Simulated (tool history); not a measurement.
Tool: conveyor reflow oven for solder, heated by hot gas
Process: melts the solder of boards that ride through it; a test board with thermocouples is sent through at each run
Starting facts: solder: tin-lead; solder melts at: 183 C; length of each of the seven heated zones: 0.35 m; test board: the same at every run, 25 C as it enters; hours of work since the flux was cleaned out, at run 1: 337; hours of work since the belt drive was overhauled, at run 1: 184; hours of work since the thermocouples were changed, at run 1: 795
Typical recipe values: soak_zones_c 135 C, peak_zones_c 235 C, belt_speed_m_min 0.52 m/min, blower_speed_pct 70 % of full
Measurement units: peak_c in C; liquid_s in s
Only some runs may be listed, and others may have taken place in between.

run,day,soak_zones_c,peak_zones_c,belt_speed_m_min,blower_speed_pct,hours of work since the flux was cleaned out,hours of work since the belt drive was overhauled,hours of work since the thermocouples were changed,peak_c,liquid_s
1,0,135,235,0.52,70,337,184,795,214.16,55.79
2,0.412,135,235,0.52,70,344,191,802,214.43,55.79
# day 0.771: thermocouples of zones 6 and 7 changed
3,1.217,135,235,0.52,60,356,203,8,208.98,49.55
4,1.858,135,235,0.52,60,368,215,19,209.03,49.58
5,2.162,135,235,0.52,60,373,220,24,208.89,49.57
6,2.642,135,235,0.52,64,382,229,33,210.49,51.69
7,3.012,135,235,0.52,70,388,235,39,212.59,54.04
8,3.462,135,235,0.52,70,396,243,47,212.5,54.17
9,3.958,135,235,0.52,70,405,252,56,212.63,54.01
10,4.625,135,235,0.52,70,416,263,68,212.68,54.13
# day 4.942: flux residue cleaned out of gas plates and filters
11,5.5,135,235,0.61,70,10,275,79,205.43,38.11
12,6.146,135,235,0.61,70,21,287,91,205.41,38.15
13,6.654,135,235,0.61,70,30,296,100,205.54,38.06
# day 7.067: flux residue cleaned out of gas plates and filters, once more
14,7.179,148,235,0.61,70,2,301,105,212.41,49.89
15,7.633,121,235,0.574,70,10,309,113,208.14,40.56
16,8.008,122,246,0.52,75,17,316,120,223.54,59.78
17,8.704,122,246,0.463,60,29,328,132,222.01,65.56
18,9.329,138,233,0.521,88,40,339,143,218.94,62.47
19,9.704,138,233,0.521,88,46,346,150,218.96,62.22
20,10.071,142,246,0.541,54,53,352,156,216.61,57.46
21,10.462,142,246,0.541,54,60,359,163,216.46,57.42
22,10.975,142,246,0.541,54,69,368,172,216.66,57.24
23,11.579,135,235,0.521,78,79,379,183,217.22,59.45
24,12.1,135,227,0.616,70,89,388,192,202.14,34.76
25,12.583,135,225,0.595,70,97,396,200,201.88,36.04

For each entry between runs, how does the tool's hidden state at the last listed run before it compare with that at the first listed run after it?
In the gap between runs 2 and 3: thermocouples of zones 6 and 7 changed (day 0.771)
  heat that the gas passes to the board, % of a clean oven's: 92.6 -> 92.4; belt's true speed, % of the reading: 99.58 -> 99.56; true gas temperature in zones 6 and 7 over the reading, C: 2.04 -> 0.27
  measured value less the no-hidden-state value, peak_c: -0.57 -> -1.94 C; liquid_s: -0.74 -> -2.32 s
In the gap between runs 10 and 11: flux residue cleaned out of gas plates and filters (day 4.942)
  heat that the gas passes to the board, % of a clean oven's: 91.2 -> 89.7; belt's true speed, % of the reading: 99.49 -> 99.47; true gas temperature in zones 6 and 7 over the reading, C: 0.41 -> 0.44
  measured value less the no-hidden-state value, peak_c: -2.32 -> -3.35 C; liquid_s: -2.45 -> -3.81 s
In the gap between runs 13 and 14: flux residue cleaned out of gas plates and filters, once more (day 7.067)
  heat that the gas passes to the board, % of a clean oven's: 89.3 -> 99; belt's true speed, % of the reading: 99.45 -> 99.44; true gas temperature in zones 6 and 7 over the reading, C: 0.49 -> 0.5
  measured value less the no-hidden-state value, peak_c: -3.45 -> +0.27 C; liquid_s: -3.94 -> +0.48 s
